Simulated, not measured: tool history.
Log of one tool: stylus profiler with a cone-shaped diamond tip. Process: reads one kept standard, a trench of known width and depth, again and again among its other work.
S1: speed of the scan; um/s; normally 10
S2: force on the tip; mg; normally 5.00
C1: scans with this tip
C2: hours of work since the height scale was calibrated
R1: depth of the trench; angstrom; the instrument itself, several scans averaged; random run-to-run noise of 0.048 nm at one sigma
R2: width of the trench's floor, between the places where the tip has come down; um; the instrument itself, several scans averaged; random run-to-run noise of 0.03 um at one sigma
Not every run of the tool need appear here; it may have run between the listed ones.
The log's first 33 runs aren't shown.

run,day,S1,S2,C1,C2,R1,R2
34,15.200,10,8.27,2308,386,1020.2,27.99
35,15.667,3,2.25,2361,395,1008.9,28.02
36,15.954,2,12.87,2394,400,1027.4,27.98
37,16.271,2,12.87,2430,406,1027.9,28.00
38,16.533,2,5.35,2460,411,1015.7,28.02
39,17.138,38,2.24,2529,423,1009.6,27.90
40,17.412,38,2.24,2561,428,1009.2,27.92
41,17.908,3,12.65,2618,438,1027.7,28.00
42,18.425,3,12.65,2677,447,1027.4,27.95
43,19.050,3,2.23,2748,459,1008.6,28.01
44,19.471,2,6.19,2797,468,1017.0,27.99
45,20.096,2,6.19,2868,479,1016.7,28.00
46,20.467,7,4.43,2911,487,1014.3,27.95

3 options for the next run, each taken on its own from the tool as it stands now. Forecast them:
A,20.750,4,13.29,2943,492,?,?
B,20.750,38,3.12,2943,492,?,?
C,20.750,27,2.20,2943,492,?,?

run,R1,R2
A,1028.9,28.03
B,1010.6,27.94
C,1008.1,27.92
With the hidden condition removed and each run's random variation left untouched, the same runs would have given:
run,R1,R2
A,1029.0,28.03
B,1010.6,27.94
C,1008.1,27.92
